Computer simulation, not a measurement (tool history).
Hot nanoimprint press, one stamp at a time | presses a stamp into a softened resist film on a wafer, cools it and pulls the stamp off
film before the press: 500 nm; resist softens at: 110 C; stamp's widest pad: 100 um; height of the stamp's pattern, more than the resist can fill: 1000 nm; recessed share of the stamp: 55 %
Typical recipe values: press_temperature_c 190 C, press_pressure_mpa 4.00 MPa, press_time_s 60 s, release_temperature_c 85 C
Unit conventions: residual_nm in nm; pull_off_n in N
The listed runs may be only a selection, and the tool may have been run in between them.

Run 1, day 0.000: usual settings. Result: residual_nm 289.0 nm, pull_off_n 144 N.
Run 2, day 0.917: usual settings. Result: residual_nm 288.2 nm, pull_off_n 147 N.
Run 3, day 2.129: usual settings but press_time_s 104 s. Result: residual_nm 236.9 nm, pull_off_n 151 N.
Run 4, day 2.767: usual settings. Result: residual_nm 288.6 nm, pull_off_n 155 N.
Run 5, day 3.888: usual settings. Result: residual_nm 288.7 nm, pull_off_n 158 N.
Run 6, day 4.604: usual settings. Result: residual_nm 289.4 nm, pull_off_n 156 N.
Run 7, day 5.775: usual settings. Result: residual_nm 288.5 nm, pull_off_n 164 N.
Run 8, day 6.625: usual settings. Result: residual_nm 287.7 nm, pull_off_n 172 N.
Run 9, day 7.542: usual settings. Result: residual_nm 289.1 nm, pull_off_n 172 N.
Run 10, day 8.846: usual settings. Result: residual_nm 287.4 nm, pull_off_n 171 N.
Run 11, day 9.667: usual settings. Result: residual_nm 288.3 nm, pull_off_n 176 N.
Run 12, day 10.342: usual settings. Result: residual_nm 287.8 nm, pull_off_n 178 N.
Run 13, day 11.129: usual settings but press_pressure_mpa 3.10 MPa, press_time_s 40 s. Result: residual_nm 349.0 nm, pull_off_n 187 N.
At day 11.671: press's hydraulic seals changed and the load cell set to zero.
Run 14, day 12.092: usual settings but press_pressure_mpa 3.10 MPa, press_time_s 40 s. Result: residual_nm 344.5 nm, pull_off_n 178 N.
At day 12.467: plate thermocouple calibrated.
Run 15, day 13.529: usual settings but press_pressure_mpa 3.10 MPa, press_time_s 40 s. Result: residual_nm 343.7 nm, pull_off_n 179 N.
Run 16, day 14.800: usual settings but press_pressure_mpa 3.10 MPa, press_time_s 88 s. Result: residual_nm 267.7 nm, pull_off_n 188 N.
Run 17, day 16.200: usual settings but press_pressure_mpa 5.19 MPa, release_temperature_c 70 C. Result: residual_nm 255.3 nm, pull_off_n 219 N.
Run 18, day 17.500: usual settings but press_temperature_c 192 C, press_pressure_mpa 3.77 MPa, press_time_s 58 s, release_temperature_c 70 C. Result: residual_nm 275.4 nm, pull_off_n 229 N.
Run 19, day 18.267: usual settings but press_pressure_mpa 6.09 MPa, press_time_s 91 s, release_temperature_c 88 C. Result: residual_nm 203.2 nm, pull_off_n 201 N.
Run 20, day 19.192: usual settings but press_pressure_mpa 6.09 MPa, press_time_s 91 s, release_temperature_c 88 C. Result: residual_nm 202.7 nm, pull_off_n 198 N.
Run 21, day 20.012: usual settings but press_temperature_c 179 C, press_pressure_mpa 6.21 MPa. Result: residual_nm 323.1 nm, pull_off_n 212 N.
At day 21.079: plate thermocouple calibrated, once more.
Run 22, day 21.296: usual settings but press_temperature_c 182 C, release_temperature_c 82 C. Result: residual_nm 353.2 nm, pull_off_n 223 N.
Run 23, day 22.408: usual settings but press_temperature_c 202 C, release_temperature_c 90 C. Result: residual_nm 212.6 nm, pull_off_n 206 N.
Run 24, day 23.617: usual settings but press_temperature_c 187 C, press_pressure_mpa 3.09 MPa, release_temperature_c 88 C. Result: residual_nm 338.7 nm, pull_off_n 220 N.

Consider 4 possible next runs. They are alternatives, not a sequence: every one starts from the tool as it was left by run 24. What does each give?
Run A, day 24.721: usual settings but press_time_s 98 s. Result: residual_nm ?, pull_off_n ?.
Run B, day 24.721: usual settings but press_temperature_c 194 C, press_time_s 39 s. Result: residual_nm ?, pull_off_n ?.
Run C, day 24.721: usual settings but press_temperature_c 187 C, press_pressure_mpa 4.70 MPa, release_temperature_c 88 C. Result: residual_nm ?, pull_off_n ?.
Run D, day 24.721: usual settings but press_temperature_c 200 C, press_time_s 52 s. Result: residual_nm ?, pull_off_n ?.

run  residual_nm  pull_off_n
  A        244.9         223
  B        303.6         231
  C        298.0         219
  D        238.0         233
Take away the tool's hidden state, keep each run's random variation, and the runs would have read:
run  residual_nm  pull_off_n
  A        242.8         140
  B        301.6         146
  C        295.6         138
  D        236.1         148
